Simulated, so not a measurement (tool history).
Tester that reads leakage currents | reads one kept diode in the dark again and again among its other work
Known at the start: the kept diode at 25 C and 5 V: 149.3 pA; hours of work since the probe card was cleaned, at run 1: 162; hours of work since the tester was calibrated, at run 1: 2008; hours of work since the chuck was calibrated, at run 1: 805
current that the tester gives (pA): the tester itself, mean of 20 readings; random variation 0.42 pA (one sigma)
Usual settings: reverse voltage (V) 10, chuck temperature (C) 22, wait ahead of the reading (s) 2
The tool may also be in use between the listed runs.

run    hour  reverse voltage (V)  chuck temperature (C)  wait ahead of the reading (s)  hours of work since the probe card was cleaned  hours of work since the tester was calibrated  hours of work since the chuck was calibrated  current that the tester gives (pA)
  1       0                   10                     22                              2                                             162                                           2008                                           805                              127.39
  2    82.6                   10                     22                              2                                             205                                           2051                                           848                              126.96
  3   146.2                   10                     22                              2                                             238                                           2084                                           881                              126.51
  4   232.5                   10                     22                              2                                             282                                           2129                                           925                              125.73
  5   315.3                 19.6                     22                              2                                             325                                           2171                                           968                              157.81
  6   401.5                 19.6                     22                              2                                             370                                           2216                                          1013                              158.99
  7     482                 19.6                     22                              2                                             411                                           2257                                          1054                              158.17
  8   575.7                   10                     22                              2                                             460                                           2306                                          1103                              125.26
  9     692                   10                     21                              2                                             520                                           2366                                          1163                              114.23
 10   751.7                   10                     21                              2                                             551                                           2397                                          1194                              113.71
 11   809.3                   10                     21                              2                                             580                                           2427                                          1224                              113.68
 12   916.8                   10                     21                              2                                             636                                           2482                                          1279                              112.73
      970.2  -- chuck's temperature calibrated
 13  1000.2                   10                     22                              2                                             678                                           2524                                            16                              149.97
 14  1075.5                   10                     22                              2                                             717                                           2563                                            54                              148.81
 15  1199.3                   10                     22                           4.73                                             781                                           2627                                           118                              148.38
 16  1321.9                   10                     52                              2                                             844                                           2690                                           182                             2001.21
 17  1377.6                   10                     52                              2                                             873                                           2719                                           211                             2002.54
 18  1482.6                   10                     52                              2                                             927                                           2773                                           265                             1987.39
 19  1557.7                   10                     52                              2                                             966                                           2812                                           304                             1979.81
     1578.6  -- tester calibrated
 20  1682.5                   10                     52                              2                                            1029                                             54                                           367                             1924.03
 21  1758.1                   10                     52                              2                                            1068                                             93                                           406                             1917.39
 22  1838.4                   10                     52                              2                                            1110                                            134                                           448                             1911.23
 23    1916                 16.6                     36                           4.77                                            1150                                            174                                           488                              579.93
     1929.4  -- probe card cleaned and baked
 24  1994.2                  1.1                     36                           4.77                                              33                                            213                                           527                              243.06
 25  2076.7                  2.5                     44                           0.91                                              76                                            256                                           569                              627.15
 26  2188.3                   11                     30                           0.68                                             134                                            313                                           627                              281.73
 27  2278.6                   11                     30                           0.68                                             180                                            360                                           673                              280.66
 28  2369.9                  3.5                     49                            1.2                                             228                                            407                                           721                             1037.03
 29  2465.3                  3.5                     49                            1.2                                             277                                            457                                           770                                1036
 30    2555                 10.2                     50                           3.41                                             323                                            503                                           816                             1547.21
 31  2623.1                   10                     45                           3.16                                             358                                            538                                           851                              999.11
 32  2745.4                   10                     45                           3.16                                             422                                            601                                           915                              997.76
 33  2873.9                 18.8                     45                           3.16                                             488                                            668                                           981                             1202.08
 34  2993.2                 18.8                     45                           3.16                                             550                                            729                                          1043                             1195.71
 35  3086.3                 18.8                     45                           3.16                                             598                                            777                                          1091                             1181.22
 36  3178.5                 14.5                     23                           4.76                                             645                                            825                                          1138                              154.23
 37  3294.5                  3.3                     38                           1.54                                             705                                            885                                          1198                              370.57
 38  3392.1                  3.3                     38                           1.54                                             756                                            935                                          1249                              370.27
 39    3467                  9.7                     29                           0.34                                             794                                            974                                          1288                              232.89

Forecast each of these 3 alternatives for the next run:
     3510.2  -- chuck's temperature calibrated
  A  3574.2                  2.6                     37                           2.76                                             849                                           1029                                            33                                   ?
     3510.2  -- chuck's temperature calibrated
  B  3574.2                  1.1                     22                           4.36                                             849                                           1029                                            33                                   ?
     3510.2  -- chuck's temperature calibrated
  C  3574.2                   10                     22                           1.97                                             849                                           1029                                            33                                   ?

run  current that the tester gives (pA)
  A                              372.34
  B                               71.23
  C                               148.8
Without the tool's hidden state the same runs would have given:
run  current that the tester gives (pA)
  A                              371.41
  B                               70.45
  C                              138.51
